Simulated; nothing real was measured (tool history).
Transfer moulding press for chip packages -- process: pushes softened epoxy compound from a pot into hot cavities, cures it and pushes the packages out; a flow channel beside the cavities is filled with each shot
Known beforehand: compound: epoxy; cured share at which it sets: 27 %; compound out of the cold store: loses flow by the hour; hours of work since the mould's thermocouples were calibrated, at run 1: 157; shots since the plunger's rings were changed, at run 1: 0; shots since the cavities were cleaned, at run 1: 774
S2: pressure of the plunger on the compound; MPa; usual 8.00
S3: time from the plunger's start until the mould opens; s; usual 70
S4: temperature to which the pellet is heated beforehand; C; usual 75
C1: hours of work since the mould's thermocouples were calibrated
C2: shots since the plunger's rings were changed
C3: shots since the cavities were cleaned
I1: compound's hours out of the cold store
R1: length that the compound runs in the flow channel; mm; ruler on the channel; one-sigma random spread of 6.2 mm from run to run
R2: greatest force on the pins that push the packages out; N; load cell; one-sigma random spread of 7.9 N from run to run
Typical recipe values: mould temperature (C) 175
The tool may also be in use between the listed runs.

Run 1, hour 0.0: usual settings; C1 157; C2 0; C3 774; I1 34.1. Result: R1 833 mm, R2 486 N.
At hour 5.4: cavities cleaned with cleaning compound and waxed.
Run 2, hour 20.1: usual settings; C1 166; C2 220; C3 173; I1 14.4. Result: R1 915 mm, R2 419 N.
Run 3, hour 34.2: usual settings; C1 173; C2 386; C3 339; I1 14.1. Result: R1 924 mm, R2 466 N.
Run 4, hour 44.2: usual settings; C1 178; C2 504; C3 457; I1 19.2. Result: R1 896 mm, R2 484 N.
Run 5, hour 58.5: usual settings but S3 51 s; C1 185; C2 674; C3 627; I1 45.5. Result: R1 778 mm, R2 1104 N.
Run 6, hour 71.5: usual settings but S3 51 s; C1 192; C2 827; C3 780; I1 26.5. Result: R1 858 mm, R2 1198 N.
At hour 76.5: cavities cleaned with cleaning compound and waxed.
Run 7, hour 89.1: usual settings but S3 51 s; C1 200; C2 1017; C3 149; I1 28.9. Result: R1 845 mm, R2 899 N.
Run 8, hour 99.2: usual settings; C1 205; C2 1136; C3 268; I1 47.9. Result: R1 757 mm, R2 382 N.
Run 9, hour 116.7: usual settings; C1 213; C2 1343; C3 475; I1 29.5. Result: R1 832 mm, R2 464 N.
Run 10, hour 128.8: usual settings; C1 219; C2 1486; C3 618; I1 26.2. Result: R1 848 mm, R2 478 N.
At hour 146.3: cavities cleaned with cleaning compound and waxed.
Run 11, hour 146.8: usual settings but S3 81 s; C1 227; C2 1680; C3 6; I1 33.7. Result: R1 804 mm, R2 236 N.
Run 12, hour 162.9: usual settings but S3 103 s; C1 235; C2 1870; C3 196; I1 34.9. Result: R1 812 mm, R2 240 N.
Run 13, hour 185.0: usual settings; C1 246; C2 2131; C3 457; I1 19.9. Result: R1 867 mm, R2 480 N.
Run 14, hour 207.6: usual settings; C1 257; C2 2398; C3 724; I1 43.3. Result: R1 755 mm, R2 480 N.
At hour 217.0: cavities cleaned with cleaning compound and waxed.
Run 15, hour 229.7: usual settings but S2 7.47 MPa, S3 98 s, S4 74 C; C1 267; C2 2641; C3 149; I1 14.1. Result: R1 864 mm, R2 239 N.
Run 16, hour 242.4: usual settings but S2 9.77 MPa, S3 101 s, S4 67 C; C1 274; C2 2792; C3 300; I1 25.6. Result: R1 923 mm, R2 268 N.
Run 17, hour 254.4: usual settings but S2 9.77 MPa, S3 101 s, S4 67 C; C1 280; C2 2932; C3 440; I1 13.0. Result: R1 997 mm, R2 296 N.
Run 18, hour 267.3: usual settings but S2 8.36 MPa, S3 101 s, S4 67 C; C1 286; C2 3085; C3 593; I1 23.2. Result: R1 859 mm, R2 305 N.
At hour 286.9: cavities cleaned with cleaning compound and waxed.
Run 19, hour 288.2: usual settings but S4 82 C; C1 295; C2 3314; C3 15; I1 10.0. Result: R1 902 mm, R2 342 N.
Run 20, hour 304.8: usual settings but S4 82 C; C1 304; C2 3510; C3 211; I1 32.4. Result: R1 799 mm, R2 381 N.
Run 21, hour 315.4: usual settings but S4 82 C; C1 309; C2 3635; C3 336; I1 41.2. Result: R1 749 mm, R2 412 N.
Run 22, hour 332.8: usual settings but mould temperature (C) 177, S2 6.42 MPa, S3 69 s, S4 71 C; C1 317; C2 3841; C3 542; I1 20.2. Result: R1 754 mm, R2 457 N.
Run 23, hour 347.3: usual settings but S3 50 s, S4 74 C; C1 325; C2 4012; C3 713; I1 33.3. Result: R1 793 mm, R2 1224 N.
At hour 354.8: plunger's sealing rings changed.
At hour 360.2: cavities cleaned with cleaning compound and waxed.
Run 24, hour 368.0: usual settings but S3 50 s, S4 74 C; C1 333; C2 138; C3 92; I1 21.0. Result: R1 888 mm, R2 934 N.
Run 25, hour 383.2: usual settings but S2 6.92 MPa, S3 108 s, S4 74 C; C1 340; C2 317; C3 271; I1 22.7. Result: R1 829 mm, R2 257 N.
Run 26, hour 401.8: usual settings but S2 8.55 MPa, S3 108 s, S4 74 C; C1 349; C2 537; C3 491; I1 32.2. Result: R1 857 mm, R2 294 N.
At hour 418.1: mould's thermocouples calibrated.
Run 27, hour 426.3: usual settings but mould temperature (C) 177, S2 8.55 MPa, S3 74 s, S4 74 C; C1 4; C2 803; C3 757; I1 46.9. Result: R1 769 mm, R2 361 N.
At hour 432.5: cavities cleaned with cleaning compound and waxed.
Run 28, hour 448.1: usual settings but mould temperature (C) 177, S2 6.19 MPa, S3 52 s, S4 81 C; C1 14; C2 1042; C3 183; I1 31.1. Result: R1 724 mm, R2 779 N.

What would each run have given without the hidden state, its run-to-run variation left as it was?
The hidden state here: true mould temperature over the reading, C; pressure that reaches the compound, % of what is set; grip of the stained cavities, % over clean ones'; drift of the gauge itself on flow_mm, %; drift of the gauge itself on push_out_n, %.
run    R1   R2
  1   833  304
  2   918  336
  3   929  339
  4   903  331
  5   785  720
  6   868  753
  7   856  754
  8   768  293
  9   847  319
 10   865  312
 11   823  227
 12   833  196
 13   892  330
 14   780  307
 15   895  199
 16   958  203
 17  1037  210
 18   895  206
 19   943  323
 20   837  296
 21   787  300
 22   794  304
 23   837  778
 24   890  810
 25   833  200
 26   863  205
 27   778  225
 28   734  637

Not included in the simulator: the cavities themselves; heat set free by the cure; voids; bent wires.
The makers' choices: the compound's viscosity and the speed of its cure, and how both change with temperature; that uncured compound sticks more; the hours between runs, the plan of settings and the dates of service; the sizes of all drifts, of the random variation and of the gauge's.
